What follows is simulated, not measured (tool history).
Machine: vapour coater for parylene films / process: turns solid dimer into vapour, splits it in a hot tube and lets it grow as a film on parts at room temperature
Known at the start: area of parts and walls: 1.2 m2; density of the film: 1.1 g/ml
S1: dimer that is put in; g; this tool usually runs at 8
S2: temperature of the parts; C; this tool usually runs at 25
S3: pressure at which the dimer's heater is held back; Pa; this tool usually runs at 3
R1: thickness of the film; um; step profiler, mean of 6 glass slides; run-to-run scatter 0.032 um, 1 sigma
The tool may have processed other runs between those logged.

run 1 day=0 | S1=8 S2=25 S3=3 | R1=3.07
run 2 day=0.471 | S1=8 S2=25 S3=3 | R1=3.01
run 3 day=1.05 | S1=8 S2=25 S3=3 | R1=2.93
run 4 day=1.6 | S1=8 S2=25 S3=3 | R1=2.95
run 5 day=1.962 | S1=8 S2=25 S3=3 | R1=2.96
run 6 day=2.383 | S1=8 S2=25 S3=3 | R1=2.92
run 7 day=2.725 | S1=8 S2=25 S3=3 | R1=2.9
run 8 day=3.133 | S1=8 S2=25 S3=3 | R1=2.89
run 9 day=3.775 | S1=8 S2=23 S3=3 | R1=3.07
run 10 day=4.358 | S1=8 S2=23 S3=3 | R1=3.03
run 11 day=4.654 | S1=8 S2=25 S3=3 | R1=2.89
run 12 day=4.954 | S1=8 S2=25 S3=7.94 | R1=2.45
run 13 day=5.596 | S1=4 S2=25 S3=3 | R1=1.43
run 14 day=6.1 | S1=8 S2=21 S3=4.27 | R1=2.97
run 15 day=6.738 | S1=8 S2=25 S3=2.27 | R1=2.95
run 16 day=7.225 | S1=8 S2=35 S3=8.22 | R1=1.81
run 17 day=7.883 | S1=4 S2=35 S3=2.27 | R1=1.15
run 18 day=8.338 | S1=8 S2=28 S3=11.68 | R1=2.1
run 19 day=9.067 | S1=9 S2=20 S3=6.84 | R1=3.11
run 20 day=9.704 | S1=3 S2=22 S3=2.25 | R1=1.14
run 21 day=10.154 | S1=9 S2=22 S3=7.31 | R1=2.88
run 22 day=10.571 | S1=6 S2=25 S3=3 | R1=2.04
run 23 day=11.175 | S1=6 S2=25 S3=3 | R1=2.02
-- day=11.383 trap's valve overhauled
run 24 day=11.942 | S1=8 S2=19 S3=6.06 | R1=3.19
run 25 day=12.292 | S1=4 S2=23 S3=6.04 | R1=1.43

Each row is a separate what-if for the run after 25, all from the same tool condition, not one after another. Results?
run A day=12.729 | S1=3 S2=26 S3=5.43 | R1=?
run B day=12.729 | S1=11 S2=21 S3=2.55 | R1=?
run C day=12.729 | S1=8 S2=18 S3=3 | R1=?
run D day=12.729 | S1=8 S2=18 S3=7.81 | R1=?
run E day=12.729 | S1=8 S2=25 S3=10.03 | R1=?

run=A R1=0.99
run=B R1=4.77
run=C R1=3.71
run=D R1=3.15
run=E R1=2.57
With no hidden state in the tool, these same runs would have given:
run=A R1=1.04
run=B R1=4.99
run=C R1=3.88
run=D R1=3.3
run=E R1=2.69
